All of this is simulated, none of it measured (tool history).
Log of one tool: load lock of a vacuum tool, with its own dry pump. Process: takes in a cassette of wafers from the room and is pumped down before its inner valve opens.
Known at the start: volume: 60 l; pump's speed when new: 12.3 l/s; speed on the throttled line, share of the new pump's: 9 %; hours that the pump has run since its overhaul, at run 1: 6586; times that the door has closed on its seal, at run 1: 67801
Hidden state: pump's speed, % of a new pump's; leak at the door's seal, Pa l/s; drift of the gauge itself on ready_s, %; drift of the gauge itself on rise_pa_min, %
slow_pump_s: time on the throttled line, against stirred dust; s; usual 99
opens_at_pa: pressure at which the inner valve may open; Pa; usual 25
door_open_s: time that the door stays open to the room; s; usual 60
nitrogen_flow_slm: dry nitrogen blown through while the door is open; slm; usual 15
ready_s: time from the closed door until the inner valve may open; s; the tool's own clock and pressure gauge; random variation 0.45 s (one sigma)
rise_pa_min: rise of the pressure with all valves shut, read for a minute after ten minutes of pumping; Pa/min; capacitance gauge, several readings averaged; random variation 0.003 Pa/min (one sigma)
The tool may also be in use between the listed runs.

run	hour	slow_pump_s	opens_at_pa	door_open_s	nitrogen_flow_slm	hours that the pump has run since its overhaul	times that the door has closed on its seal	incoming humidity of the room's air, %	ready_s	rise_pa_min
1	0	99	25	60	15	6586	67801	48.2	131.5	0.029
2	193.1	99	25	60	15	6779	68742	42.4	131.4	0.031
3	401.5	99	25	60	5	6987	69759	45.1	130.7	0.031
4	595.3	99	25	60	5	7181	70704	42.5	130.8	0.037
# hour 623.4: door's seal changed, seat wiped
5	837.6	53	25	60	15	7422	1045	41.5	89.1	0.023
6	993.1	99	25	60	15	7578	1803	46.5	131.3	0.024
7	1302.5	99	21	60	15	7887	3312	45	132.1	0.024
8	1441.7	99	21	60	15	8026	3991	43	131.9	0.025
9	1682.1	99	25	82	15	8267	5163	45.4	131.1	0.028
10	1870.9	99	25	60	5	8455	6084	43.5	130.4	0.027
11	2128	99	25	60	5	8713	7338	44.7	131.1	0.035
12	2274.6	99	25	60	5	8859	8053	47	130.6	0.037
13	2524.4	99	25	60	5	9109	9272	44.2	131.1	0.035
14	2824.3	99	25	60	5	9409	10734	46.9	130.6	0.03
15	3119.6	99	25	60	5	9704	12174	46.6	130.4	0.031
16	3389.7	99	25	60	5	9974	13491	45.6	131.2	0.032
17	3653.3	99	48	60	5	10238	14777	44	127.8	0.035
18	3896.8	99	48	60	5	10481	15965	44.1	127.7	0.033
19	4085.6	99	25	56	15	10670	16885	43	131	0.025
20	4264.2	112	25	60	15	10849	17757	45.3	141.9	0.026
21	4543.5	155	39	113	32	11128	19119	43	180.8	0.026
22	4830.6	155	39	113	32	11415	20519	45.5	180.2	0.02
23	5142.8	92	29	147	8	11727	22042	47.3	123.4	0.047
24	5326.3	132	25	60	9	11911	22936	45.7	161.5	0.031
25	5661.5	174	46	60	37	12246	24571	44	196.4	0.015
26	5865.6	174	46	118	9	12450	25567	38.6	198	0.03
27	6163	50	27	60	15	12747	27017	46.2	85.9	0.022
28	6312.5	148	25	114	7	12897	27746	41.4	175.5	0.036
29	6461.1	99	25	60	7	13046	28471	46.9	130.9	0.035
30	6636.8	99	25	60	7	13221	29328	46.3	130.4	0.033
31	6941.6	82	33	60	15	13526	30815	46.9	114.2	0.024
32	7145.9	70	30	60	15	13730	31811	45.5	103.5	0.028
# hour 7364.6: dry pump taken out, an overhauled one fitted
33	7478.6	99	25	60	12	114	33404	44.2	131.3	0.026
34	7652.8	99	22	50	27	288	34254	44.6	132	0.019
35	7918.1	99	22	50	27	553	35548	44	131.9	0.016
36	8223.8	187	24	50	27	859	37039	47.4	210.7	0.015

4 ways to go on from here, each from the tool as it stands after run 36. What would each give?
A	8539.3	120	38	130	27	1175	38577	46	?	?
B	8539.3	187	31	50	10	1175	38577	44.5	?	?
C	8539.3	187	24	59	27	1175	38577	45.8	?	?
D	8539.3	194	25	60	37	1175	38577	43.9	?	?

run	ready_s	rise_pa_min
A	147.1	0.024
B	209.7	0.023
C	211.3	0.015
D	217.6	0.009
Without the tool's hidden state the same runs would have given:
run	ready_s	rise_pa_min
A	147.1	0.023
B	209.7	0.022
C	211.3	0.014
D	217.6	0.008
